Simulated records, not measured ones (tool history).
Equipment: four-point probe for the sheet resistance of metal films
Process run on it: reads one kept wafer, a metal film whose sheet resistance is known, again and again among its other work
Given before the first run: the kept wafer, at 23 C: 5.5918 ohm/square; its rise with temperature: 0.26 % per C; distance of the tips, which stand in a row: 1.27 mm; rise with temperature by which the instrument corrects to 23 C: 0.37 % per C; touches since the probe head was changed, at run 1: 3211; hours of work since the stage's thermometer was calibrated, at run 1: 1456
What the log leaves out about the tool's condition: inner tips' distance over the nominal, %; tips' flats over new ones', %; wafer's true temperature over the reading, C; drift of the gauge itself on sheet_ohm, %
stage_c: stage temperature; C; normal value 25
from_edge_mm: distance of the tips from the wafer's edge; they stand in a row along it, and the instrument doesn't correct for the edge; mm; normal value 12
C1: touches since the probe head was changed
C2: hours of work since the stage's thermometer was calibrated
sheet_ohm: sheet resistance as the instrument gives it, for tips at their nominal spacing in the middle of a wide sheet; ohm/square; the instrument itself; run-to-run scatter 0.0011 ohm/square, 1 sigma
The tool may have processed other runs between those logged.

{"run": 1, "hour": 0.0, "stage_c": 25, "from_edge_mm": 12, "C1": 3211, "C2": 1456, "sheet_ohm": 5.61456}
{"run": 2, "hour": 11.3, "stage_c": 22, "from_edge_mm": 12, "C1": 3626, "C2": 1463, "sheet_ohm": 5.631212}
{"run": 3, "hour": 20.7, "stage_c": 22, "from_edge_mm": 12, "C1": 3969, "C2": 1468, "sheet_ohm": 5.630877}
{"run": 4, "hour": 35.2, "stage_c": 22, "from_edge_mm": 12, "C1": 4498, "C2": 1476, "sheet_ohm": 5.630823}
{"run": 5, "hour": 46.3, "stage_c": 22, "from_edge_mm": 12, "C1": 4906, "C2": 1483, "sheet_ohm": 5.631735}
{"run": 6, "hour": 54.0, "stage_c": 25, "from_edge_mm": 35, "C1": 5189, "C2": 1487, "sheet_ohm": 5.583791}
{"run": 7, "hour": 61.7, "stage_c": 25, "from_edge_mm": 35, "C1": 5469, "C2": 1491, "sheet_ohm": 5.584454}
{"run": 8, "hour": 76.8, "stage_c": 25, "from_edge_mm": 35, "C1": 6022, "C2": 1500, "sheet_ohm": 5.583819}
{"run": 9, "hour": 89.0, "stage_c": 25, "from_edge_mm": 12, "C1": 6470, "C2": 1507, "sheet_ohm": 5.614074}
{"run": 10, "hour": 96.5, "stage_c": 25, "from_edge_mm": 12, "C1": 6742, "C2": 1511, "sheet_ohm": 5.612474}
{"run": 11, "hour": 103.4, "stage_c": 25, "from_edge_mm": 12, "C1": 6997, "C2": 1515, "sheet_ohm": 5.612756}
{"run": 12, "hour": 110.7, "stage_c": 25, "from_edge_mm": 12, "C1": 7261, "C2": 1519, "sheet_ohm": 5.612664}
{"run": 13, "hour": 118.0, "stage_c": 21, "from_edge_mm": 12, "C1": 7528, "C2": 1524, "sheet_ohm": 5.636168}
{"run": 14, "hour": 131.6, "stage_c": 21, "from_edge_mm": 12, "C1": 8026, "C2": 1531, "sheet_ohm": 5.637463}
{"run": 15, "hour": 140.1, "stage_c": 21, "from_edge_mm": 12, "C1": 8336, "C2": 1536, "sheet_ohm": 5.636613}
{"run": 16, "hour": 153.8, "stage_c": 21, "from_edge_mm": 12, "C1": 8841, "C2": 1544, "sheet_ohm": 5.639338}
{"run": 17, "hour": 160.1, "stage_c": 21, "from_edge_mm": 12, "C1": 9071, "C2": 1548, "sheet_ohm": 5.637555}
{"run": 18, "hour": 175.5, "stage_c": 25, "from_edge_mm": 12, "C1": 9633, "C2": 1557, "sheet_ohm": 5.611632}
{"run": 19, "hour": 188.7, "stage_c": 25, "from_edge_mm": 12, "C1": 10117, "C2": 1564, "sheet_ohm": 5.613258}
{"run": 20, "hour": 199.5, "stage_c": 25, "from_edge_mm": 13, "C1": 10512, "C2": 1570, "sheet_ohm": 5.608946}
{"run": 21, "hour": 211.6, "stage_c": 25, "from_edge_mm": 13, "C1": 10954, "C2": 1577, "sheet_ohm": 5.607971}
{"run": 22, "hour": 220.5, "stage_c": 25, "from_edge_mm": 7, "C1": 11279, "C2": 1582, "sheet_ohm": 5.678611}
{"run": 23, "hour": 228.9, "stage_c": 25, "from_edge_mm": 7, "C1": 11586, "C2": 1587, "sheet_ohm": 5.676323}
{"run": 24, "hour": 235.5, "stage_c": 25, "from_edge_mm": 7, "C1": 11828, "C2": 1591, "sheet_ohm": 5.677683}
{"run": 25, "hour": 249.0, "stage_c": 29, "from_edge_mm": 10, "C1": 12324, "C2": 1599, "sheet_ohm": 5.601952}
{"run": 26, "hour": 260.8, "stage_c": 33, "from_edge_mm": 37, "C1": 12755, "C2": 1605, "sheet_ohm": 5.536567}
{"run": 27, "hour": 272.7, "stage_c": 20, "from_edge_mm": 24, "C1": 13189, "C2": 1612, "sheet_ohm": 5.620169}
{"run": 28, "hour": 287.1, "stage_c": 24, "from_edge_mm": 4, "C1": 13717, "C2": 1620, "sheet_ohm": 5.871434}
{"run": 29, "hour": 300.6, "stage_c": 24, "from_edge_mm": 4, "C1": 14210, "C2": 1628, "sheet_ohm": 5.870453}
{"run": 30, "hour": 308.2, "stage_c": 26, "from_edge_mm": 37, "C1": 14488, "C2": 1632, "sheet_ohm": 5.575743}
{"run": 31, "hour": 316.2, "stage_c": 25, "from_edge_mm": 19, "C1": 14782, "C2": 1637, "sheet_ohm": 5.592131}
{"run": 32, "hour": 325.1, "stage_c": 25, "from_edge_mm": 19, "C1": 15107, "C2": 1642, "sheet_ohm": 5.590599}
{"run": 33, "hour": 337.0, "stage_c": 32, "from_edge_mm": 28, "C1": 15544, "C2": 1649, "sheet_ohm": 5.544902}
{"run": 34, "hour": 349.4, "stage_c": 30, "from_edge_mm": 8, "C1": 15997, "C2": 1656, "sheet_ohm": 5.623917}
{"run": 35, "hour": 360.3, "stage_c": 30, "from_edge_mm": 8, "C1": 16398, "C2": 1662, "sheet_ohm": 5.624691}
{"run": 36, "hour": 368.7, "stage_c": 31, "from_edge_mm": 3, "C1": 16704, "C2": 1667, "sheet_ohm": 6.02829}
{"run": 37, "hour": 378.9, "stage_c": 31, "from_edge_mm": 3, "C1": 17076, "C2": 1673, "sheet_ohm": 6.027772}
{"run": 38, "hour": 390.2, "stage_c": 22, "from_edge_mm": 8, "C1": 17491, "C2": 1679, "sheet_ohm": 5.671219}
{"run": 39, "hour": 398.9, "stage_c": 29, "from_edge_mm": 15, "C1": 17807, "C2": 1684, "sheet_ohm": 5.576431}
{"run": 40, "hour": 413.1, "stage_c": 29, "from_edge_mm": 7, "C1": 18327, "C2": 1692, "sheet_ohm": 5.651408}
{"run": 41, "hour": 425.6, "stage_c": 29, "from_edge_mm": 7, "C1": 18786, "C2": 1700, "sheet_ohm": 5.652773}
{"run": 42, "hour": 435.8, "stage_c": 25, "from_edge_mm": 3, "C1": 19159, "C2": 1705, "sheet_ohm": 6.065749}
{"run": 43, "hour": 451.2, "stage_c": 23, "from_edge_mm": 18, "C1": 19723, "C2": 1714, "sheet_ohm": 5.606702}
{"run": 44, "hour": 459.9, "stage_c": 18, "from_edge_mm": 29, "C1": 20042, "C2": 1719, "sheet_ohm": 5.62731}
{"run": 45, "hour": 469.7, "stage_c": 27, "from_edge_mm": 3, "C1": 20399, "C2": 1725, "sheet_ohm": 6.053189}

Forecast each of these 4 alternatives for the next run:
{"run": "A", "hour": 479.6, "stage_c": 27, "from_edge_mm": 57, "C1": 20761, "C2": 1731, "sheet_ohm": "?"}
{"run": "B", "hour": 479.6, "stage_c": 27, "from_edge_mm": 3, "C1": 20761, "C2": 1731, "sheet_ohm": "?"}
{"run": "C", "hour": 479.6, "stage_c": 22, "from_edge_mm": 3, "C1": 20761, "C2": 1731, "sheet_ohm": "?"}
{"run": "D", "hour": 479.6, "stage_c": 31, "from_edge_mm": 3, "C1": 20761, "C2": 1731, "sheet_ohm": "?"}

run=A sheet_ohm=5.570071
run=B sheet_ohm=6.052256
run=C sheet_ohm=6.087669
run=D sheet_ohm=6.027141
With the hidden condition removed and each run's random variation left untouched, the same runs would have given:
run=A sheet_ohm=5.570296
run=B sheet_ohm=6.052500
run=C sheet_ohm=6.087915
run=D sheet_ohm=6.027383

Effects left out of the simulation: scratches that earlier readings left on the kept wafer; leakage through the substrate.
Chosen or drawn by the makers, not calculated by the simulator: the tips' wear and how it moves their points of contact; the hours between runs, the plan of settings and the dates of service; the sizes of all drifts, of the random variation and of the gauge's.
